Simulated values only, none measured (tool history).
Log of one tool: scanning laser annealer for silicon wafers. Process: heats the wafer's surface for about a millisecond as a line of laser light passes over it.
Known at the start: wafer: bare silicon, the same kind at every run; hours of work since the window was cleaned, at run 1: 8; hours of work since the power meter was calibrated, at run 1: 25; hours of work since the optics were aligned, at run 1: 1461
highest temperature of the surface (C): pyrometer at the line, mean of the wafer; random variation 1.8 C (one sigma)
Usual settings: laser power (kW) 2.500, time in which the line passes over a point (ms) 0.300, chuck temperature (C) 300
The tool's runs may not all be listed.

run   hour  laser power (kW)  time in which the line passes over a point (ms)  chuck temperature (C)  hours of work since the window was cleaned  hours of work since the power meter was calibrated  hours of work since the optics were aligned  highest temperature of the surface (C)
  1    0.0             2.500                                            0.300                    300                                           8                                                  25                                         1461                                    1055
  2   10.5             2.500                                            0.300                    300                                          14                                                  31                                         1466                                    1057
  3   16.7             2.500                                            0.300                    300                                          17                                                  35                                         1470                                    1056
  4   23.3             2.500                                            0.300                    287                                          21                                                  38                                         1473                                    1041
  5   35.0             2.500                                            0.300                    287                                          28                                                  45                                         1480                                    1043
  6   46.1             2.511                                            0.300                    300                                          34                                                  51                                         1486                                    1055
  7   56.1             2.500                                            0.300                    300                                          39                                                  56                                         1492                                    1056
  8   68.1             2.602                                            0.300                    300                                          46                                                  63                                         1498                                    1091
  9   74.5             2.602                                            0.300                    300                                          49                                                  67                                         1502                                    1091
 10   81.8             2.602                                            0.300                    300                                          53                                                  71                                         1506                                    1093
 11   94.9             2.602                                            0.300                    300                                          61                                                  78                                         1513                                    1089
 12  100.7             2.602                                            0.300                    300                                          64                                                  81                                         1516                                    1091
 13  110.5             2.500                                            0.300                    300                                          69                                                  86                                         1522                                    1051
     116.3  -- optics aligned, line set to its width
 14  123.3             2.500                                            0.300                    300                                          74                                                  91                                            4                                    1047
 15  136.2             2.500                                            0.300                    300                                          81                                                  98                                           11                                    1047
 16  148.8             2.500                                            0.300                    300                                          88                                                 105                                           18                                    1044
 17  158.7             2.500                                            0.300                    300                                          93                                                 110                                           23                                    1049
 18  166.3             2.500                                            0.336                    300                                          97                                                 114                                           28                                    1087
 19  179.4             2.500                                            0.336                    300                                         105                                                 122                                           35                                    1087
     190.9  -- optics aligned, line set to its width, once more
 20  196.1             2.500                                            0.336                    300                                         111                                                 128                                            3                                    1100
 21  208.9             2.500                                            0.336                    300                                         118                                                 135                                           10                                    1102
 22  215.3             2.587                                            0.297                    294                                         122                                                 139                                           13                                    1083
 23  225.2             2.500                                            0.329                    288                                         127                                                 144                                           19                                    1081
 24  236.4             2.500                                            0.329                    288                                         133                                                 150                                           25                                    1077
 25  243.0             2.500                                            0.326                    331                                         137                                                 154                                           29                                    1122
 26  254.0             2.728                                            0.259                    300                                         143                                                 160                                           35                                    1088
 27  264.4             2.186                                            0.300                    300                                         149                                                 166                                           41                                     942
 28  272.6             2.641                                            0.219                    327                                         153                                                 170                                           45                                    1025
 29  280.7             2.641                                            0.219                    327                                         158                                                 175                                           50                                    1025
 30  294.2             2.588                                            0.280                    287                                         165                                                 182                                           57                                    1054
 31  300.0             2.272                                            0.269                    300                                         168                                                 186                                           60                                     943
 32  312.2             2.195                                            0.269                    319                                         175                                                 192                                           67                                     930
 33  322.9             2.567                                            0.226                    320                                         181                                                 198                                           73                                    1006
 34  334.0             2.567                                            0.226                    320                                         187                                                 204                                           79                                    1003
 35  340.7             2.293                                            0.257                    300                                         191                                                 208                                           83                                     934
 36  346.7             2.293                                            0.257                    300                                         194                                                 211                                           86                                     934
 37  358.9             2.293                                            0.257                    300                                         201                                                 218                                           93                                     933
 38  369.1             2.397                                            0.227                    331                                         207                                                 224                                           98                                     960
 39  378.1             2.397                                            0.227                    331                                         212                                                 229                                          103                                     960
 40  386.6             2.275                                            0.300                    264                                         216                                                 233                                          108                                     937
 41  392.8             2.264                                            0.300                    300                                         220                                                 237                                          112                                     965

Some steps in highest temperature of the surface (C) between neighbouring runs. How much of each would the tool show without its hidden state too (settings, what came in, random variation), and how much is left for the hidden state, with any gauge scatter that isn't in both results?
The hidden state here: light that passes the window, % of a clean one's; laser's true power over the reading, %; width of the line over the set one, %; drift of the gauge itself on peak_c, C.
Run 1 -> 2: no setting changed, nothing entered. highest temperature of the surface (C) +2: hidden state +1, all else +1.
Run 13 -> 14: optics aligned, line set to its width. highest temperature of the surface (C) -4: hidden state -6, all else +2.
Run 19 -> 20: optics aligned, line set to its width, once more. highest temperature of the surface (C) +13: hidden state +16, all else -3.
Run 26 -> 27: laser power (kW) 2.728 -> 2.186, time in which the line passes over a point (ms) 0.259 -> 0.300. highest temperature of the surface (C) -146: hidden state +1, all else -147.
Run 27 -> 28: laser power (kW) 2.186 -> 2.641, time in which the line passes over a point (ms) 0.300 -> 0.219, chuck temperature (C) 300 -> 327. highest temperature of the surface (C) +83: hidden state -1, all else +84.
Run 30 -> 31: laser power (kW) 2.588 -> 2.272, time in which the line passes over a point (ms) 0.280 -> 0.269, chuck temperature (C) 287 -> 300. highest temperature of the surface (C) -111: hidden state +1, all else -112.
